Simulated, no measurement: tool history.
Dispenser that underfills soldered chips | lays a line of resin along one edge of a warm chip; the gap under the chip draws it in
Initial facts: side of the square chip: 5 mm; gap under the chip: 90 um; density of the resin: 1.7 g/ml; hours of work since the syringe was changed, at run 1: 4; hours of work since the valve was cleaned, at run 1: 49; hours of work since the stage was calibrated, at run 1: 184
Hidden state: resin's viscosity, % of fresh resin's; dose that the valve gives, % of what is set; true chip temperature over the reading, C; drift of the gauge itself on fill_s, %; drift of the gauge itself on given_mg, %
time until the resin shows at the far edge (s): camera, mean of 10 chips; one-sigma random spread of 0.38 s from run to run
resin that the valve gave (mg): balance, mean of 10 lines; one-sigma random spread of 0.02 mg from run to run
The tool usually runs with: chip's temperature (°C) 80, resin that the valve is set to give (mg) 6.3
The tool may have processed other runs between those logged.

run	hour	chip's temperature (°C)	resin that the valve is set to give (mg)	hours of work since the syringe was changed	hours of work since the valve was cleaned	hours of work since the stage was calibrated	time until the resin shows at the far edge (s)	resin that the valve gave (mg)
1	0	80	6.3	4	49	184	27.7	6.16
2	3.1	80	5.64	7	51	186	28.8	5.56
# hour 8.6: new syringe of resin
3	8.9	80	5.64	0	55	190	24	5.5
4	14.4	80	7.37	4	59	194	26.7	7.23
5	18.9	80	7.37	8	63	197	29.7	7.17
# hour 23.2: new syringe of resin
6	25.7	80	6.19	2	67	202	25.1	6.03
7	32	80	6.19	6	72	207	29.3	6.06
8	37.2	74	6.3	10	76	211	43.9	6.15
# hour 38: new syringe of resin
9	40.4	80	6.3	2	78	213	24.5	6.17
10	44.3	80	6.3	5	81	216	27.7	6.14
11	49	80	6.3	8	84	219	29.7	6.12
# hour 52.7: new syringe of resin
12	53.1	80	7.56	0	87	222	23.5	7.29
13	58.7	80	7.56	4	91	226	25.9	7.32
14	63.6	80	6.3	8	95	230	29.7	6.08
15	66.6	67	6.3	10	97	232	58.2	6.05
# hour 67.4: new syringe of resin
16	70	67	6.3	2	99	234	43	6.07
17	73.8	67	6.3	5	102	237	48	6.06
18	79	67	6.3	9	106	241	54.6	6.06
# hour 82: new syringe of resin
19	82	79	8	0	108	243	23.4	7.68
20	86.8	85	6.18	4	112	246	20.7	5.92
21	92.5	70	6.65	8	116	251	46.2	6.36
22	96	89	6.57	10	118	253	21.8	6.24
# hour 96.8: new syringe of resin
# hour 98.7: dispensing valve cleaned and set on the balance
23	101.8	68	6.9	3	2	256	42.1	6.92
24	106.4	68	6.9	6	6	260	47.2	6.88
# hour 112.4: new syringe of resin
25	112.6	80	6.26	0	10	264	23.1	6.26
26	117.8	88	7.77	4	14	268	18.2	7.76
27	122.9	75	8.18	8	18	272	37.6	8.16
# hour 127.2: new syringe of resin
28	129.7	72	6.3	2	22	277	34.8	6.29
29	135.4	82	6.71	6	27	281	26	6.66
30	139.3	82	6.71	9	29	284	28.3	6.63
# hour 142.1: new syringe of resin
31	143	80	5.42	1	32	286	23.5	5.35
32	147.9	80	5.42	4	36	290	27	5.35
33	154.3	80	5.42	9	40	295	31.9	5.36
# hour 156.7: new syringe of resin
34	158	80	5.42	1	43	297	24.6	5.32
35	164.1	68	7.54	6	47	302	46.6	7.4
36	169.5	85	7.24	10	51	306	24.4	7.11

Consider 3 possible next runs. They are alternatives, not a sequence: every one starts from the tool as it was left by run 36. What does each give?
# hour 171.2: new syringe of resin
A	175.7	78	5.72	3	56	310	?	?
# hour 171.2: new syringe of resin
B	175.7	80	6.81	3	56	310	?	?
# hour 171.2: new syringe of resin
C	175.7	85	6.74	3	56	310	?	?

run	time until the resin shows at the far edge (s)	resin that the valve gave (mg)
A	28.5	5.63
B	25.8	6.67
C	20.8	6.58
Without the tool's hidden state the same runs would have given:
run	time until the resin shows at the far edge (s)	resin that the valve gave (mg)
A	26.7	5.74
B	24.2	6.8
C	19.5	6.71
